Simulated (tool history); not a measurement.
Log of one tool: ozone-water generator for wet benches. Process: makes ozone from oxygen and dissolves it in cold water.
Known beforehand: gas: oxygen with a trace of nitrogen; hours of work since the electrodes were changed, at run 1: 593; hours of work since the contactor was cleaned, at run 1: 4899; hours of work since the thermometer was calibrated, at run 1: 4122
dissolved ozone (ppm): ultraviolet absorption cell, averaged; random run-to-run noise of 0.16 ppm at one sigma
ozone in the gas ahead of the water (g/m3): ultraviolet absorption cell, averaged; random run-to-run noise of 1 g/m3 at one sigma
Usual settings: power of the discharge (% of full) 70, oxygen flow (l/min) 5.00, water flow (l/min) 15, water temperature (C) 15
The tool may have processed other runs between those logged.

| run | hour | power of the discharge (% of full) | oxygen flow (l/min) | water flow (l/min) | water temperature (C) | hours of work since the electrodes were changed | hours of work since the contactor was cleaned | hours of work since the thermometer was calibrated | dissolved ozone (ppm) | ozone in the gas ahead of the water (g/m3) |
|---|---|---|---|---|---|---|---|---|---|---|
| 1 | 0.0 | 70 | 5.00 | 15 | 15 | 593 | 4899 | 4122 | 19.1 | 169.7 |
| 2 | 34.3 | 70 | 5.00 | 15 | 15 | 621 | 4926 | 4150 | 19.3 | 170.8 |
| 3 | 62.2 | 70 | 7.70 | 15 | 15 | 643 | 4949 | 4172 | 18.9 | 136.9 |
| 4 | 79.1 | 70 | 7.70 | 15 | 15 | 656 | 4962 | 4186 | 18.7 | 138.3 |
| 5 | 107.0 | 70 | 7.70 | 15 | 15 | 679 | 4985 | 4208 | 19.0 | 137.0 |
| 6 | 139.1 | 70 | 7.34 | 15 | 15 | 705 | 5010 | 4234 | 18.7 | 141.4 |
| 7 | 166.8 | 70 | 7.34 | 15 | 15 | 727 | 5033 | 4256 | 18.7 | 140.0 |
| 8 | 198.4 | 70 | 7.34 | 15 | 15 | 752 | 5058 | 4282 | 19.0 | 141.0 |
| 9 | 222.0 | 70 | 5.00 | 15 | 8 | 771 | 5077 | 4301 | 21.1 | 169.2 |
| 10 | 253.2 | 70 | 5.00 | 15 | 15 | 796 | 5102 | 4326 | 19.1 | 169.3 |
| 11 | 285.0 | 70 | 5.00 | 15 | 20 | 822 | 5127 | 4351 | 17.4 | 170.5 |
| 12 | 318.6 | 70 | 5.00 | 15 | 20 | 849 | 5154 | 4378 | 17.2 | 170.5 |
| 13 | 347.1 | 70 | 2.86 | 15 | 15 | 872 | 5177 | 4401 | 17.8 | 223.8 |
| 14 | 366.4 | 70 | 5.00 | 15 | 15 | 887 | 5193 | 4416 | 19.1 | 171.1 |
| 15 | 394.7 | 70 | 5.00 | 15 | 15 | 910 | 5215 | 4439 | 19.1 | 170.1 |
| 16 | 430.6 | 70 | 5.00 | 15 | 15 | 939 | 5244 | 4468 | 18.9 | 171.0 |
| 17 | 465.8 | 70 | 5.24 | 10 | 15 | 967 | 5273 | 4496 | 25.2 | 166.3 |
|  | 468.5 | water thermometer calibrated |
| 18 | 493.3 | 78 | 4.64 | 12 | 14 | 988 | 5294 | 20 | 24.0 | 185.6 |
| 19 | 508.5 | 70 | 5.00 | 21 | 19 | 1001 | 5306 | 32 | 13.3 | 170.5 |
| 20 | 529.9 | 70 | 5.00 | 21 | 18 | 1018 | 5324 | 49 | 13.6 | 170.2 |
| 21 | 552.9 | 45 | 2.85 | 17 | 22 | 1036 | 5342 | 68 | 11.6 | 177.9 |
| 22 | 577.8 | 77 | 5.00 | 15 | 15 | 1056 | 5362 | 88 | 19.7 | 176.1 |
|  | 590.9 | water thermometer calibrated, once more |
| 23 | 598.9 | 60 | 2.89 | 19 | 12 | 1073 | 5379 | 6 | 13.7 | 205.2 |
| 24 | 633.7 | 60 | 2.89 | 19 | 9 | 1101 | 5406 | 34 | 14.0 | 203.0 |
| 25 | 663.2 | 60 | 2.89 | 20 | 15 | 1124 | 5430 | 58 | 12.7 | 203.6 |
| 26 | 694.8 | 60 | 3.20 | 20 | 15 | 1150 | 5455 | 83 | 13.1 | 194.9 |
| 27 | 720.2 | 83 | 3.20 | 13 | 15 | 1170 | 5476 | 104 | 22.3 | 228.2 |
| 28 | 752.3 | 45 | 5.60 | 15 | 15 | 1196 | 5502 | 130 | 15.1 | 127.5 |
| 29 | 768.8 | 57 | 5.00 | 15 | 15 | 1209 | 5515 | 143 | 17.0 | 152.3 |
| 30 | 802.6 | 70 | 4.88 | 17 | 15 | 1236 | 5542 | 170 | 17.0 | 170.7 |
| 31 | 825.0 | 76 | 7.27 | 12 | 11 | 1254 | 5560 | 188 | 24.2 | 146.9 |
| 32 | 841.9 | 76 | 7.27 | 21 | 12 | 1268 | 5573 | 201 | 15.9 | 145.9 |

Hidden condition of the tool, last listed run before each entry between runs versus first listed run after:
In the gap between runs 17 and 18: water thermometer calibrated (hour 468.5)
  yield of the discharge, % of new electrodes': 98.3 -> 98.2; contactor's efficiency, % of a clean one's: 91.6 -> 91.5
  measured minus no-state result, dissolved ozone (ppm): -1.5 -> -1.6; ozone in the gas ahead of the water (g/m3): -2.9 -> -3.5
In the gap between runs 22 and 23: water thermometer calibrated, once more (hour 590.9)
  true water temperature over the reading, C: 0.04 -> -0.02
  measured minus no-state result, dissolved ozone (ppm): -1.4 -> -1.0; ozone in the gas ahead of the water (g/m3): -3.5 -> -3.7
